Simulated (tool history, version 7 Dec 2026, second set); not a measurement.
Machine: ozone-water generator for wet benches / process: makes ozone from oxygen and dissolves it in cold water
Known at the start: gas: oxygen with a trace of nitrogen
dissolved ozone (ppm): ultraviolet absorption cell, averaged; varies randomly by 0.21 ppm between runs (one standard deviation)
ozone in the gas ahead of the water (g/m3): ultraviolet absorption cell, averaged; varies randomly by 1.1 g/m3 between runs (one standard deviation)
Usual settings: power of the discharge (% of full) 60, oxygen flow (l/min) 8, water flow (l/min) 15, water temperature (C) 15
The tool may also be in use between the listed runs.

run,day,power of the discharge (% of full),oxygen flow (l/min),water flow (l/min),water temperature (C),dissolved ozone (ppm),ozone in the gas ahead of the water (g/m3)
1,0,60,8,15,15,31.1,200.1
2,2.767,60,8,16,15,30.3,199.4
3,5.483,60,8,16,21,26.5,199.3
4,8.379,46,8,16,21,21.2,161.9
5,12.104,46,8,16,21,21.5,160.2
6,16.267,46,8,16,21,21.6,160.8
# day 16.654: water thermometer calibrated
7,21.188,46,8,16,21,21.3,160.9
8,24.742,45,4.89,19,11,23.8,217.3
9,29.404,87,9.07,15,15,39.9,247.3
10,31.725,87,9.07,15,15,40.2,245.8
11,34.312,87,9.07,15,15,40.1,244.3

Pick out some run-to-run changes in dissolved ozone (ppm). Of each, how much would a tool without hidden state show as well, from the settings, what came in and chance, and how much is left for the hidden state and any gauge scatter not in both results compared?
Hidden state at play: yield of the discharge, % of new electrodes'; contactor's efficiency, % of a clean one's; true water temperature over the reading, C; drift of the gauge itself on ozone_ppm, %; drift of the gauge itself on gas_g_m3, %.
Run 8 -> 9: power of the discharge (% of full) 45 -> 87, oxygen flow (l/min) 4.89 -> 9.07, water flow (l/min) 19 -> 15, water temperature (C) 11 -> 15. dissolved ozone (ppm) +16.1: hidden state -0.8, all else +16.9.
